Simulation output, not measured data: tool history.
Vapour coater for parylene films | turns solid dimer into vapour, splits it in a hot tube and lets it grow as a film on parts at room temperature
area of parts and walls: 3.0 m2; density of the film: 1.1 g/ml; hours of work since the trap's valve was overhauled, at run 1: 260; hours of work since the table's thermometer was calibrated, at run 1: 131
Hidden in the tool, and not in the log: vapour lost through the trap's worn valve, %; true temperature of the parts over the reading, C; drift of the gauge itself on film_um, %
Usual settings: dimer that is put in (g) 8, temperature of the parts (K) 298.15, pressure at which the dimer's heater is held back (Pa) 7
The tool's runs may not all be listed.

| run | hour | dimer that is put in (g) | temperature of the parts (K) | pressure at which the dimer's heater is held back (Pa) | hours of work since the trap's valve was overhauled | hours of work since the table's thermometer was calibrated | thickness of the film (nm) |
|---|---|---|---|---|---|---|---|
| 1 | 0 | 8 | 298.15 | 7 | 260 | 131 | 1260 |
| 2 | 24.9 | 8 | 298.15 | 7 | 274 | 145 | 1260 |
| 3 | 37.6 | 8 | 298.15 | 3.07 | 281 | 152 | 1320 |
| 4 | 57 | 8 | 298.15 | 3.07 | 291 | 163 | 1320 |
| 5 | 73.7 | 8 | 298.15 | 3.07 | 301 | 172 | 1330 |
| 6 | 90.3 | 8 | 306.15 | 7 | 310 | 182 | 980 |
|  | 93.6 | table's thermometer calibrated |
| 7 | 114.9 | 8 | 298.15 | 7 | 323 | 12 | 1250 |
| 8 | 130.2 | 8 | 298.15 | 7 | 332 | 20 | 1290 |
| 9 | 146.6 | 8 | 298.15 | 7 | 341 | 29 | 1270 |
| 10 | 158.4 | 8 | 298.15 | 7 | 347 | 36 | 1240 |
| 11 | 170.5 | 11 | 292.15 | 6.44 | 354 | 43 | 2070 |
|  | 193.1 | table's thermometer calibrated, once more |
| 12 | 195 | 11 | 292.15 | 6.44 | 367 | 1 | 2060 |
| 13 | 207.8 | 8 | 291.15 | 7 | 374 | 8 | 1540 |
| 14 | 233.8 | 10 | 291.15 | 4.99 | 389 | 23 | 1960 |
| 15 | 247 | 14 | 294.15 | 3.45 | 396 | 30 | 2580 |
| 16 | 273.8 | 14 | 294.15 | 3.45 | 411 | 45 | 2580 |
| 17 | 294 | 14 | 294.15 | 3.45 | 422 | 56 | 2550 |
| 18 | 318.2 | 14 | 294.15 | 3.45 | 436 | 70 | 2540 |
| 19 | 336.1 | 14 | 294.15 | 3.45 | 446 | 80 | 2560 |

Some steps in thickness of the film (nm) between neighbouring runs. How much of each would the tool show without its hidden state too (settings, what came in, random variation), and how much is left for the hidden state, with any gauge scatter that isn't in both results?
Run 10 -> 11: dimer that is put in (g) 8 -> 11, temperature of the parts (K) 298.15 -> 292.15, pressure at which the dimer's heater is held back (Pa) 7 -> 6.44. thickness of the film (nm) +830: hidden state -50, all else +880.
